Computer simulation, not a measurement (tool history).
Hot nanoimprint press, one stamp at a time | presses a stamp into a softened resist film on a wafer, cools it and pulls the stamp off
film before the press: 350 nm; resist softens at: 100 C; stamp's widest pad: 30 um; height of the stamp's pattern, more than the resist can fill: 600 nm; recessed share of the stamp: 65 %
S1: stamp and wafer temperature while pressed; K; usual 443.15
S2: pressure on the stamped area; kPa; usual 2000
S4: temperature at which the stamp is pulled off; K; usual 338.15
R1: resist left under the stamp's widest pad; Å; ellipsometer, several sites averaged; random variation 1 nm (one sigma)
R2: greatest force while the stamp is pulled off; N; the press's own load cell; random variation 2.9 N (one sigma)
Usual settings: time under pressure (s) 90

run 1 hour=0.0 | S1=443.15 S2=2000 time_under_pressure_(s)=90 S4=338.15 | R1=1524 R2=148
run 2 hour=11.8 | S1=443.15 S2=2000 time_under_pressure_(s)=90 S4=338.15 | R1=1561 R2=150
run 3 hour=28.5 | S1=443.15 S2=2000 time_under_pressure_(s)=90 S4=338.15 | R1=1546 R2=143
run 4 hour=50.8 | S1=443.15 S2=2000 time_under_pressure_(s)=90 S4=338.15 | R1=1543 R2=151
run 5 hour=68.0 | S1=443.15 S2=2000 time_under_pressure_(s)=90 S4=338.15 | R1=1542 R2=157
run 6 hour=83.9 | S1=438.15 S2=2000 time_under_pressure_(s)=90 S4=338.15 | R1=1925 R2=156
run 7 hour=101.0 | S1=436.15 S2=2000 time_under_pressure_(s)=90 S4=338.15 | R1=2102 R2=161
run 8 hour=120.4 | S1=436.15 S2=2000 time_under_pressure_(s)=90 S4=338.15 | R1=2090 R2=164
run 9 hour=137.3 | S1=440.15 S2=2000 time_under_pressure_(s)=90 S4=338.15 | R1=1768 R2=168
run 10 hour=159.2 | S1=443.15 S2=1230 time_under_pressure_(s)=90 S4=338.15 | R1=2034 R2=169
run 11 hour=176.0 | S1=443.15 S2=1230 time_under_pressure_(s)=90 S4=338.15 | R1=2034 R2=177
run 12 hour=191.1 | S1=437.15 S2=1770 time_under_pressure_(s)=77 S4=328.15 | R1=2240 R2=223
run 13 hour=210.0 | S1=437.15 S2=1770 time_under_pressure_(s)=77 S4=328.15 | R1=2251 R2=212
run 14 hour=227.9 | S1=437.15 S2=1770 time_under_pressure_(s)=77 S4=328.15 | R1=2244 R2=218
run 15 hour=248.0 | S1=432.15 S2=1220 time_under_pressure_(s)=90 S4=324.15 | R1=2899 R2=242
run 16 hour=269.3 | S1=432.15 S2=1220 time_under_pressure_(s)=90 S4=324.15 | R1=2891 R2=251
-- hour=286.2 stamp cleaned and given a new release coat
run 17 hour=294.5 | S1=432.15 S2=1220 time_under_pressure_(s)=90 S4=324.15 | R1=2882 R2=173
run 18 hour=313.5 | S1=452.15 S2=1220 time_under_pressure_(s)=90 S4=329.15 | R1=1447 R2=168
run 19 hour=335.9 | S1=452.15 S2=2840 time_under_pressure_(s)=90 S4=331.15 | R1=883 R2=164
run 20 hour=354.5 | S1=443.15 S2=2000 time_under_pressure_(s)=75 S4=330.15 | R1=1691 R2=174
run 21 hour=369.8 | S1=454.15 S2=3060 time_under_pressure_(s)=75 S4=327.15 | R1=815 R2=186
run 22 hour=390.4 | S1=454.15 S2=3060 time_under_pressure_(s)=75 S4=327.15 | R1=833 R2=193

4 ways to go on from here, each from the tool as it stands after run 22. What would each give?
run A hour=412.5 | S1=454.15 S2=3060 time_under_pressure_(s)=45 S4=328.15 | R1=? R2=?
run B hour=412.5 | S1=454.15 S2=3060 time_under_pressure_(s)=95 S4=327.15 | R1=? R2=?
run C hour=412.5 | S1=443.15 S2=2000 time_under_pressure_(s)=48 S4=338.15 | R1=? R2=?
run D hour=412.5 | S1=453.15 S2=1760 time_under_pressure_(s)=90 S4=328.15 | R1=? R2=?

run=A R1=968 R2=196
run=B R1=763 R2=195
run=C R1=1926 R2=160
run=D R1=1128 R2=195
Without the tool's hidden state the same runs would have given:
run=A R1=904 R2=166
run=B R1=712 R2=164
run=C R1=1822 R2=134
run=D R1=1064 R2=165
